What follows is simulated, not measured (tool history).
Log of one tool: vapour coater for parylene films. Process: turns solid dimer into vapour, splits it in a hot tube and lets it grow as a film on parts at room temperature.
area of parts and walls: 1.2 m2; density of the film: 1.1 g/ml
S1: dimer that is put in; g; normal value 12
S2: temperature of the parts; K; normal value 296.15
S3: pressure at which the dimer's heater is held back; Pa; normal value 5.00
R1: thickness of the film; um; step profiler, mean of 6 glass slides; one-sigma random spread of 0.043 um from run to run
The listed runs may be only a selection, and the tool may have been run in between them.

Run 1, day 0.000: usual settings. Result: R1 6.37 um.
Run 2, day 0.646: usual settings. Result: R1 6.29 um.
Run 3, day 1.283: usual settings. Result: R1 6.28 um.
Run 4, day 1.692: usual settings. Result: R1 6.25 um.
Run 5, day 2.479: usual settings but S1 13 g. Result: R1 6.79 um.
Run 6, day 3.021: usual settings but S1 6 g. Result: R1 3.07 um.
Run 7, day 3.667: usual settings but S1 6 g. Result: R1 3.08 um.
Run 8, day 4.462: usual settings but S1 6 g. Result: R1 3.10 um.
Run 9, day 4.908: usual settings. Result: R1 6.14 um.
Run 10, day 5.246: usual settings. Result: R1 6.16 um.
Run 11, day 5.717: usual settings. Result: R1 6.16 um.
Run 12, day 6.346: usual settings. Result: R1 6.07 um.
Run 13, day 6.854: usual settings but S2 308.15 K, S3 5.22 Pa. Result: R1 4.18 um.
Run 14, day 7.188: usual settings but S2 308.15 K, S3 5.22 Pa. Result: R1 4.17 um.
Run 15, day 7.829: usual settings but S3 6.37 Pa. Result: R1 5.79 um.
Run 16, day 8.300: usual settings but S3 6.37 Pa. Result: R1 5.82 um.
Run 17, day 8.796: usual settings but S1 14 g, S3 5.40 Pa. Result: R1 6.92 um.
Run 18, day 9.329: usual settings but S2 291.15 K, S3 3.51 Pa. Result: R1 7.27 um.
Run 19, day 9.925: usual settings but S1 10 g, S2 291.15 K, S3 8.58 Pa. Result: R1 5.50 um.

3 options for the next run, each taken on its own from the tool as it stands now. Forecast them:
Run A, day 10.617: usual settings but S1 10 g. Result: R1 ?.
Run B, day 10.617: usual settings but S1 6 g, S2 292.15 K, S3 3.02 Pa. Result: R1 ?.
Run C, day 10.617: usual settings but S1 14 g, S2 306.15 K, S3 3.47 Pa. Result: R1 ?.

run    R1
  A  5.02
  B  3.55
  C  5.37
What these runs would have given with no unlogged condition in the tool:
run    R1
  A  5.52
  B  3.91
  C  5.91

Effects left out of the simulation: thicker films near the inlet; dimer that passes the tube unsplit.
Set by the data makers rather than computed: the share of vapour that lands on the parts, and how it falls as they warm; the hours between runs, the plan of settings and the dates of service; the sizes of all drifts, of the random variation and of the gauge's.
